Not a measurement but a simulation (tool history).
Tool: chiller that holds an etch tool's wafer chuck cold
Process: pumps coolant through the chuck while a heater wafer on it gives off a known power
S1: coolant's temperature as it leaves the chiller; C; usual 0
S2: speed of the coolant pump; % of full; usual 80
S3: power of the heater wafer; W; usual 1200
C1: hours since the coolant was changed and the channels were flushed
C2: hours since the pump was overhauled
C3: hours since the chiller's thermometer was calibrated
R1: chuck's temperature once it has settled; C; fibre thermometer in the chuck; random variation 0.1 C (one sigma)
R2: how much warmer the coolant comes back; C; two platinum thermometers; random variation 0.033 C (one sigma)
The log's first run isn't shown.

-- hour=4.1 chiller's thermometer calibrated
run 2 hour=44.6 | S1=9 S2=80 S3=1200 | C1=1901 C2=2065 C3=40 | R1=20.2 R2=5.14
run 3 hour=76.6 | S1=9 S2=92 S3=1200 | C1=1933 C2=2097 C3=72 | R1=19.3 R2=4.44
run 4 hour=115.2 | S1=9 S2=92 S3=1200 | C1=1971 C2=2135 C3=111 | R1=19.3 R2=4.43
run 5 hour=150.2 | S1=0 S2=80 S3=1200 | C1=2007 C2=2170 C3=146 | R1=11.4 R2=5.21
run 6 hour=187.7 | S1=0 S2=80 S3=1200 | C1=2044 C2=2208 C3=184 | R1=11.4 R2=5.17
run 7 hour=245.7 | S1=0 S2=80 S3=1200 | C1=2102 C2=2266 C3=242 | R1=11.3 R2=5.19
run 8 hour=298.3 | S1=0 S2=80 S3=1446 | C1=2155 C2=2318 C3=294 | R1=13.6 R2=6.25
run 9 hour=342.1 | S1=1 S2=80 S3=1200 | C1=2198 C2=2362 C3=338 | R1=12.5 R2=5.25
run 10 hour=368.0 | S1=-1 S2=80 S3=1200 | C1=2224 C2=2388 C3=364 | R1=10.5 R2=5.26
run 11 hour=424.8 | S1=-1 S2=80 S3=1200 | C1=2281 C2=2445 C3=421 | R1=10.5 R2=5.21
run 12 hour=455.1 | S1=7 S2=80 S3=1200 | C1=2311 C2=2475 C3=451 | R1=18.5 R2=5.21
run 13 hour=492.3 | S1=7 S2=80 S3=1200 | C1=2349 C2=2512 C3=488 | R1=18.7 R2=5.21
run 14 hour=523.7 | S1=7 S2=80 S3=1200 | C1=2380 C2=2544 C3=520 | R1=18.6 R2=5.18
run 15 hour=580.5 | S1=7 S2=80 S3=1200 | C1=2437 C2=2601 C3=576 | R1=18.7 R2=5.24
run 16 hour=605.6 | S1=7 S2=80 S3=1200 | C1=2462 C2=2626 C3=601 | R1=18.6 R2=5.22
run 17 hour=652.3 | S1=-10 S2=99 S3=1200 | C1=2509 C2=2672 C3=648 | R1=0.1 R2=4.21
run 18 hour=709.1 | S1=0 S2=84 S3=1161 | C1=2565 C2=2729 C3=705 | R1=11.0 R2=4.86
run 19 hour=738.2 | S1=0 S2=84 S3=1161 | C1=2595 C2=2758 C3=734 | R1=10.9 R2=4.82
run 20 hour=778.6 | S1=0 S2=84 S3=1291 | C1=2635 C2=2799 C3=774 | R1=12.3 R2=5.42
run 21 hour=827.2 | S1=3 S2=90 S3=1291 | C1=2684 C2=2847 C3=823 | R1=14.9 R2=4.99
run 22 hour=880.8 | S1=0 S2=80 S3=1082 | C1=2737 C2=2901 C3=877 | R1=10.8 R2=4.83
run 23 hour=909.9 | S1=5 S2=97 S3=1082 | C1=2766 C2=2930 C3=906 | R1=14.6 R2=3.87
run 24 hour=937.9 | S1=0 S2=63 S3=1026 | C1=2794 C2=2958 C3=934 | R1=12.1 R2=5.89
run 25 hour=988.8 | S1=0 S2=76 S3=705 | C1=2845 C2=3009 C3=985 | R1=7.3 R2=3.25
run 26 hour=1023.1 | S1=0 S2=80 S3=903 | C1=2879 C2=3043 C3=1019 | R1=9.0 R2=4.09

Run 27 comes next. What will it give?
run 27 hour=1049.8 | S1=0 S2=80 S3=903 | C1=2906 C2=3070 C3=1046 | R1=? R2=?

{"run 27": {"R1": 9.1, "R2": 4.01}}
Without the tool's hidden state the same run would have given R1 7.8 C, R2 3.64 C.
